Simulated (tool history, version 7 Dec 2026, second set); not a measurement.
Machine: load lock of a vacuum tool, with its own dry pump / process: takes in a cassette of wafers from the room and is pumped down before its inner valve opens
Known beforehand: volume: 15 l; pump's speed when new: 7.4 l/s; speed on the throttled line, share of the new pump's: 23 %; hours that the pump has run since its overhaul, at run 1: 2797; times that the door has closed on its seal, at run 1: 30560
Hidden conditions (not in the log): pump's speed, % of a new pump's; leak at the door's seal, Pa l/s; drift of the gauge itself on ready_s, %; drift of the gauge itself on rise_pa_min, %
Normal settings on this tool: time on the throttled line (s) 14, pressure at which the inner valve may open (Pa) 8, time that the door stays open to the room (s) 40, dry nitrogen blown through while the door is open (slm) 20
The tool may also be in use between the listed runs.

| run | hour | time on the throttled line (s) | pressure at which the inner valve may open (Pa) | time that the door stays open to the room (s) | dry nitrogen blown through while the door is open (slm) | hours that the pump has run since its overhaul | times that the door has closed on its seal | incoming humidity of the room's air, % | time from the closed door until the inner valve may open (s) | rise of the pressure with all valves shut (Pa/min) |
|---|---|---|---|---|---|---|---|---|---|---|
| 1 | 0.0 | 14 | 8 | 40 | 20 | 2797 | 30560 | 42.0 | 30.4 | 0.172 |
| 2 | 283.0 | 14 | 8 | 40 | 20 | 3080 | 31539 | 44.0 | 30.4 | 0.179 |
| 3 | 814.6 | 14 | 8 | 40 | 6 | 3611 | 33378 | 44.5 | 31.0 | 0.207 |
| 4 | 1287.6 | 14 | 8 | 40 | 6 | 4084 | 35015 | 45.7 | 30.7 | 0.222 |
| 5 | 1831.3 | 14 | 8 | 40 | 6 | 4628 | 36896 | 40.0 | 31.0 | 0.227 |
| 6 | 2316.5 | 14 | 8 | 40 | 6 | 5113 | 38574 | 48.7 | 30.8 | 0.252 |
| 7 | 2636.3 | 8 | 8 | 40 | 6 | 5433 | 39681 | 47.5 | 26.4 | 0.257 |
| 8 | 2874.9 | 8 | 8 | 40 | 6 | 5672 | 40506 | 43.6 | 26.7 | 0.264 |
| 9 | 3269.2 | 8 | 8 | 40 | 6 | 6066 | 41871 | 41.2 | 26.6 | 0.267 |
| 10 | 3657.2 | 8 | 8 | 40 | 6 | 6454 | 43213 | 47.3 | 26.5 | 0.282 |
| 11 | 4032.0 | 8 | 8 | 40 | 6 | 6829 | 44510 | 43.8 | 26.5 | 0.300 |
| 12 | 4379.9 | 14 | 8 | 40 | 20 | 7177 | 45713 | 49.2 | 31.7 | 0.296 |
| 13 | 4776.4 | 14 | 8 | 40 | 20 | 7573 | 47085 | 47.0 | 31.3 | 0.309 |
| 14 | 5090.8 | 14 | 8 | 40 | 20 | 7887 | 48173 | 46.7 | 31.3 | 0.323 |
| 15 | 5406.6 | 14 | 8 | 213 | 20 | 8203 | 49265 | 44.5 | 31.5 | 0.377 |
| 16 | 5902.7 | 14 | 8 | 213 | 20 | 8699 | 50982 | 43.9 | 31.2 | 0.398 |
| 17 | 6276.9 | 14 | 8 | 213 | 8 | 9074 | 52276 | 46.9 | 32.0 | 0.441 |
| 18 | 6711.2 | 14 | 8 | 213 | 8 | 9508 | 53779 | 44.0 | 31.7 | 0.448 |
|  | 6737.6 | door's seal changed, seat wiped |
| 19 | 7136.4 | 14 | 8 | 98 | 8 | 9932 | 1380 | 45.2 | 31.9 | 0.083 |
| 20 | 7595.5 | 14 | 8 | 98 | 8 | 10391 | 2968 | 46.4 | 32.3 | 0.087 |
| 21 | 8065.6 | 22 | 12 | 64 | 32 | 10861 | 4595 | 45.8 | 36.9 | 0.056 |
| 22 | 8482.0 | 10 | 8 | 40 | 35 | 11277 | 6035 | 50.2 | 29.2 | 0.053 |
| 23 | 8869.4 | 12 | 10 | 180 | 35 | 11665 | 7376 | 47.1 | 30.2 | 0.082 |
| 24 | 9355.8 | 12 | 7 | 180 | 35 | 12151 | 9058 | 43.4 | 29.9 | 0.078 |
| 25 | 9618.4 | 16 | 13 | 180 | 35 | 12414 | 9967 | 50.3 | 32.3 | 0.101 |
| 26 | 10141.4 | 7 | 8 | 144 | 20 | 12937 | 11777 | 43.2 | 26.5 | 0.095 |
| 27 | 10541.8 | 7 | 8 | 144 | 20 | 13337 | 13162 | 42.4 | 26.8 | 0.112 |
| 28 | 11034.1 | 14 | 8 | 40 | 20 | 13829 | 14865 | 43.8 | 31.9 | 0.084 |
| 29 | 11335.9 | 7 | 6 | 173 | 34 | 14131 | 15909 | 45.1 | 27.9 | 0.115 |
| 30 | 11882.0 | 7 | 7 | 173 | 34 | 14677 | 17798 | 41.7 | 27.7 | 0.115 |
| 31 | 12321.0 | 18 | 13 | 173 | 34 | 15116 | 19317 | 44.1 | 34.1 | 0.123 |
| 32 | 12613.4 | 13 | 6 | 40 | 20 | 15409 | 20329 | 46.0 | 32.3 | 0.110 |
| 33 | 12882.4 | 13 | 6 | 35 | 29 | 15678 | 21260 | 41.9 | 32.7 | 0.100 |
| 34 | 13257.4 | 13 | 10 | 98 | 43 | 16053 | 22557 | 47.2 | 31.2 | 0.123 |
| 35 | 13734.7 | 14 | 8 | 40 | 5 | 16530 | 24208 | 48.2 | 32.9 | 0.150 |
| 36 | 14113.7 | 14 | 8 | 40 | 5 | 16909 | 25519 | 47.3 | 32.9 | 0.154 |
| 37 | 14508.0 | 14 | 8 | 40 | 5 | 17303 | 26884 | 44.5 | 33.2 | 0.165 |

For some of the steps in time from the closed door until the inner valve may open (s) from one run to the next: how much would appear even if the tool had no hidden state, given the settings, what came in and random variation, and how much remains for the hidden state plus any gauge scatter that the measured result and the result without hidden state don't share?
Run 21 -> 22: time on the throttled line (s) 22 -> 10, pressure at which the inner valve may open (Pa) 12 -> 8, time that the door stays open to the room (s) 64 -> 40, dry nitrogen blown through while the door is open (slm) 32 -> 35. time from the closed door until the inner valve may open (s) -7.7: hidden state +0.4, all else -8.1.
Run 25 -> 26: time on the throttled line (s) 16 -> 7, pressure at which the inner valve may open (Pa) 13 -> 8, time that the door stays open to the room (s) 180 -> 144, dry nitrogen blown through while the door is open (slm) 35 -> 20. time from the closed door until the inner valve may open (s) -5.8: hidden state +0.4, all else -6.2.
Run 30 -> 31: time on the throttled line (s) 7 -> 18, pressure at which the inner valve may open (Pa) 7 -> 13. time from the closed door until the inner valve may open (s) +6.4: hidden state -0.6, all else +7.0.
Run 31 -> 32: time on the throttled line (s) 18 -> 13, pressure at which the inner valve may open (Pa) 13 -> 6, time that the door stays open to the room (s) 173 -> 40, dry nitrogen blown through while the door is open (slm) 34 -> 20. time from the closed door until the inner valve may open (s) -1.8: hidden state +0.5, all else -2.3.
